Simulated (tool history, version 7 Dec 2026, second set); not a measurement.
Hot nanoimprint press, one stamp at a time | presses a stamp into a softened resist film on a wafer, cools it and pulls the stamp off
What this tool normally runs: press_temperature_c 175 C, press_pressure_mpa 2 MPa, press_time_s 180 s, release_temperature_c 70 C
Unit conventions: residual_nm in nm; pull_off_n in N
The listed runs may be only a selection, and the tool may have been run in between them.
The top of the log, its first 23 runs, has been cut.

| run | hour | press_temperature_c | press_pressure_mpa | press_time_s | release_temperature_c | residual_nm | pull_off_n |
|---|---|---|---|---|---|---|---|
| 24 | 222.4 | 174 | 1.89 | 200 | 68 | 87.4 | 252 |
| 25 | 233.9 | 181 | 1.85 | 276 | 68 | 60.7 | 259 |
| 26 | 242.3 | 181 | 3.07 | 126 | 68 | 63.4 | 261 |
| 27 | 253 | 181 | 3.07 | 263 | 72 | 47.4 | 247 |
| 28 | 261.9 | 181 | 3.07 | 263 | 72 | 47.4 | 251 |
| 29 | 272.1 | 175 | 1.87 | 282 | 68 | 74.3 | 280 |
| 30 | 280 | 171 | 1.74 | 180 | 70 | 104.7 | 259 |
| 31 | 291.3 | 175 | 2 | 180 | 72 | 85 | 250 |

3 options for the next run, each taken on its own from the tool as it stands now. Forecast them:
| A | 301 | 175 | 2 | 123 | 72 | ? | ? |
| B | 301 | 175 | 2 | 191 | 70 | ? | ? |
| C | 301 | 175 | 2 | 180 | 76 | ? | ? |

| run | residual_nm | pull_off_n |
|---|---|---|
| A | 97.4 | 259 |
| B | 83.1 | 262 |
| C | 84.8 | 240 |
Had the tool no hidden state, the same runs would have come out as:
| run | residual_nm | pull_off_n |
|---|---|---|
| A | 98.2 | 197 |
| B | 83.7 | 199 |
| C | 85.5 | 183 |

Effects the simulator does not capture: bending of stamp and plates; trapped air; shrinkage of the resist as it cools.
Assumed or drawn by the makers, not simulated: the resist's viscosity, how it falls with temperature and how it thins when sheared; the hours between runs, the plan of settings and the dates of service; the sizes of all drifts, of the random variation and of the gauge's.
